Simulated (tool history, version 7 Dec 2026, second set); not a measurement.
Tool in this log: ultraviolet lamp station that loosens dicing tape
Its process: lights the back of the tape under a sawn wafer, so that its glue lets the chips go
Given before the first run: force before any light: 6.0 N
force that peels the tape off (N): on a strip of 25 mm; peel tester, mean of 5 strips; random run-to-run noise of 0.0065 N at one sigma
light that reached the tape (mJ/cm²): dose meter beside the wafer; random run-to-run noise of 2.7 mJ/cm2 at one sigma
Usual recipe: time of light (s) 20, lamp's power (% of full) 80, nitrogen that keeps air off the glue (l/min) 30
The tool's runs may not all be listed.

| run | day | time of light (s) | lamp's power (% of full) | nitrogen that keeps air off the glue (l/min) | force that peels the tape off (N) | light that reached the tape (mJ/cm²) |
|---|---|---|---|---|---|---|
| 1 | 0.000 | 20 | 80 | 30 | 0.602 | 216 |
| 2 | 1.846 | 20 | 64 | 30 | 0.939 | 167 |
| 3 | 3.738 | 20 | 64 | 30 | 1.007 | 164 |
| 4 | 6.733 | 20 | 64 | 30 | 1.092 | 161 |
| 5 | 9.171 | 20 | 64 | 30 | 1.099 | 150 |
| 6 | 12.412 | 20 | 80 | 30 | 0.888 | 175 |
| 7 | 15.162 | 20 | 68 | 30 | 1.239 | 144 |
|  | 15.812 | lamp changed |
| 8 | 16.833 | 20 | 61 | 30 | 0.479 | 243 |
|  | 19.612 | window cleaned of glue's vapour |
| 9 | 19.612 | 20 | 61 | 30 | 0.625 | 214 |
| 10 | 21.788 | 20 | 80 | 30 | 0.361 | 271 |
| 11 | 23.729 | 20 | 80 | 38 | 0.343 | 260 |
| 12 | 25.225 | 11 | 80 | 38 | 1.113 | 139 |
| 13 | 28.525 | 11 | 80 | 38 | 1.170 | 135 |
| 14 | 31.562 | 11 | 80 | 38 | 1.323 | 128 |
| 15 | 33.500 | 20 | 80 | 32 | 0.508 | 225 |
|  | 36.238 | window cleaned of glue's vapour, once more |
| 16 | 36.654 | 20 | 80 | 32 | 0.248 | 311 |
| 17 | 39.400 | 16 | 80 | 30 | 0.484 | 243 |
| 18 | 41.542 | 20 | 80 | 16 | 0.532 | 294 |
| 19 | 43.212 | 20 | 80 | 16 | 0.550 | 287 |
| 20 | 44.608 | 20 | 80 | 12 | 0.728 | 279 |
| 21 | 47.688 | 20 | 80 | 25 | 0.451 | 268 |
| 22 | 49.112 | 20 | 80 | 25 | 0.450 | 263 |
| 23 | 51.288 | 40 | 92 | 17 | 0.158 | 578 |
| 24 | 53.471 | 20 | 97 | 54 | 0.211 | 295 |
| 25 | 55.096 | 20 | 97 | 54 | 0.218 | 290 |
| 26 | 56.583 | 26 | 86 | 16 | 0.435 | 328 |
|  | 58.604 | window cleaned of glue's vapour |
| 27 | 58.954 | 16 | 80 | 9 | 1.455 | 207 |
| 28 | 62.042 | 10 | 74 | 37 | 1.512 | 113 |
| 29 | 65.267 | 28 | 83 | 41 | 0.186 | 340 |
| 30 | 68.338 | 18 | 68 | 16 | 1.388 | 172 |
| 31 | 70.517 | 20 | 80 | 16 | 0.972 | 216 |
| 32 | 72.500 | 20 | 80 | 16 | 0.986 | 212 |
| 33 | 74.012 | 24 | 76 | 30 | 0.521 | 233 |
| 34 | 76.204 | 24 | 76 | 30 | 0.571 | 223 |
| 35 | 79.312 | 38 | 80 | 24 | 0.259 | 355 |
|  | 81.108 | window cleaned of glue's vapour |
| 36 | 81.217 | 38 | 80 | 24 | 0.212 | 393 |
| 37 | 83.404 | 22 | 76 | 24 | 0.774 | 208 |
|  | 84.804 | lamp changed |
| 38 | 85.996 | 34 | 81 | 9 | 0.219 | 594 |
| 39 | 87.725 | 20 | 80 | 13 | 0.457 | 339 |
| 40 | 89.233 | 37 | 80 | 33 | 0.124 | 608 |
| 41 | 92.342 | 37 | 72 | 33 | 0.131 | 529 |
| 42 | 95.512 | 37 | 72 | 33 | 0.144 | 508 |
| 43 | 97.379 | 34 | 65 | 42 | 0.144 | 410 |

Each row is a separate what-if for the run after 43, all from the same tool condition, not one after another. Results?
| A | 100.138 | 23 | 87 | 10 | ? | ? |
| B | 100.138 | 10 | 80 | 30 | ? | ? |
| C | 100.138 | 34 | 79 | 9 | ? | ? |

| run | force that peels the tape off (N) | light that reached the tape (mJ/cm²) |
|---|---|---|
| A | 0.516 | 353 |
| B | 1.270 | 141 |
| C | 0.303 | 477 |
Stripped of hidden state, with their random variation kept, the same runs would have yielded:
| run | force that peels the tape off (N) | light that reached the tape (mJ/cm²) |
|---|---|---|
| A | 0.307 | 454 |
| B | 0.841 | 181 |
| C | 0.186 | 611 |
